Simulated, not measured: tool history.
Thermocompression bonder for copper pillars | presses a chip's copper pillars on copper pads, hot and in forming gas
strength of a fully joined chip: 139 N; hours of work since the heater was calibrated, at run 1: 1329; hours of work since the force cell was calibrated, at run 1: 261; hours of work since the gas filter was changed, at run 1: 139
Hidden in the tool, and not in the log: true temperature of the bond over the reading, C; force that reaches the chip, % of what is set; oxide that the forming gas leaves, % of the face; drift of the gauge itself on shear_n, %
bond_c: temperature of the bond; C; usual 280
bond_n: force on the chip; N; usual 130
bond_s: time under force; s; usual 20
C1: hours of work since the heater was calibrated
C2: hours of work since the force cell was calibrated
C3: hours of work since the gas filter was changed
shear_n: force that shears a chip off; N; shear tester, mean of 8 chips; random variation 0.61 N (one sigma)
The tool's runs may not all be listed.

{"run": 1, "hour": 0.0, "bond_c": 280, "bond_n": 130, "bond_s": 20, "C1": 1329, "C2": 261, "C3": 139, "shear_n": 63.1}
{"run": 2, "hour": 72.4, "bond_c": 280, "bond_n": 130, "bond_s": 20, "C1": 1372, "C2": 304, "C3": 183, "shear_n": 63.0}
{"run": 3, "hour": 121.1, "bond_c": 280, "bond_n": 130, "bond_s": 11, "C1": 1401, "C2": 333, "C3": 212, "shear_n": 50.5}
{"run": 4, "hour": 199.7, "bond_c": 280, "bond_n": 130, "bond_s": 11, "C1": 1448, "C2": 380, "C3": 259, "shear_n": 49.4}
{"run": 5, "hour": 237.6, "bond_c": 280, "bond_n": 130, "bond_s": 33, "C1": 1471, "C2": 403, "C3": 282, "shear_n": 72.2}
{"hour": 244.2, "done": "heater calibrated with a thermocouple chip"}
{"run": 6, "hour": 321.1, "bond_c": 293, "bond_n": 130, "bond_s": 30, "C1": 46, "C2": 452, "C3": 331, "shear_n": 82.3}
{"run": 7, "hour": 381.7, "bond_c": 268, "bond_n": 156, "bond_s": 20, "C1": 82, "C2": 488, "C3": 367, "shear_n": 60.8}
{"hour": 423.7, "done": "forming gas filter changed"}
{"run": 8, "hour": 450.7, "bond_c": 268, "bond_n": 156, "bond_s": 20, "C1": 123, "C2": 529, "C3": 16, "shear_n": 63.0}
{"run": 9, "hour": 512.8, "bond_c": 302, "bond_n": 78, "bond_s": 40, "C1": 161, "C2": 567, "C3": 53, "shear_n": 76.1}
{"run": 10, "hour": 593.2, "bond_c": 302, "bond_n": 78, "bond_s": 40, "C1": 209, "C2": 615, "C3": 102, "shear_n": 76.5}

Hidden state or all else? Some run-to-run changes of shear_n, split into what the settings, what came in and random variation would give without the hidden state, and what is left for the hidden state (with any gauge scatter that isn't in both results):
Run 4 -> 5: bond_s 11 -> 33. shear_n +22.8 N: hidden state +0.5, all else +22.3.
Run 7 -> 8: forming gas filter changed. shear_n +2.2 N: hidden state +3.4, all else -1.2.
